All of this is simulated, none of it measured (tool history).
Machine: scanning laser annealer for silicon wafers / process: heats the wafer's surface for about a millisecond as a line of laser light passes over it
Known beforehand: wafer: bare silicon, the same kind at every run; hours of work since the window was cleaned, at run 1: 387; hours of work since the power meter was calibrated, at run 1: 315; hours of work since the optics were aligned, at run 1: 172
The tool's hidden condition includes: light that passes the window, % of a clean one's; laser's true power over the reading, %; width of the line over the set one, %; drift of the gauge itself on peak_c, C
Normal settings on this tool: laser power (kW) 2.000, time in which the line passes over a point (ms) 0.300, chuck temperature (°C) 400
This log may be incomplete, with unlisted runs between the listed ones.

run,hour,laser power (kW),time in which the line passes over a point (ms),chuck temperature (°C),hours of work since the window was cleaned,hours of work since the power meter was calibrated,hours of work since the optics were aligned,highest temperature of the surface (°C)
1,0.0,2.000,0.300,400,387,315,172,1222
2,17.0,2.000,0.285,400,399,327,184,1194
3,28.9,2.000,0.300,401,408,336,192,1220
4,39.7,2.000,0.300,401,415,343,200,1221
5,47.8,1.761,0.300,400,421,349,206,1092
6,62.8,1.761,0.300,400,432,360,216,1092
# hour 69.5: optics aligned, line set to its width
7,81.0,1.761,0.223,400,441,369,8,989
8,95.0,2.000,0.300,400,451,379,18,1211
# hour 105.9: optics aligned, line set to its width, once more
9,112.6,2.088,0.230,382,460,388,5,1132
10,128.7,2.199,0.300,412,471,399,16,1335
11,143.9,2.158,0.259,400,482,410,27,1231
12,159.4,2.158,0.259,400,493,421,38,1231
13,170.5,2.158,0.259,400,501,429,46,1227
14,180.5,2.123,0.332,400,508,436,53,1332
15,191.1,2.000,0.251,400,515,443,60,1138

Alternative continuations, all from the tool just after run 15; predict every row:
A,201.2,2.124,0.239,393,522,450,67,?
B,201.2,1.901,0.323,406,522,450,67,?
C,201.2,2.000,0.210,387,522,450,67,?
D,201.2,2.000,0.256,400,522,450,67,?
E,201.2,1.822,0.300,399,522,450,67,?

run,highest temperature of the surface (°C)
A,1168
B,1198
C,1054
D,1147
E,1120
Stripped of hidden state, with their random variation kept, the same runs would have yielded:
run,highest temperature of the surface (°C)
A,1198
B,1229
C,1080
D,1176
E,1147
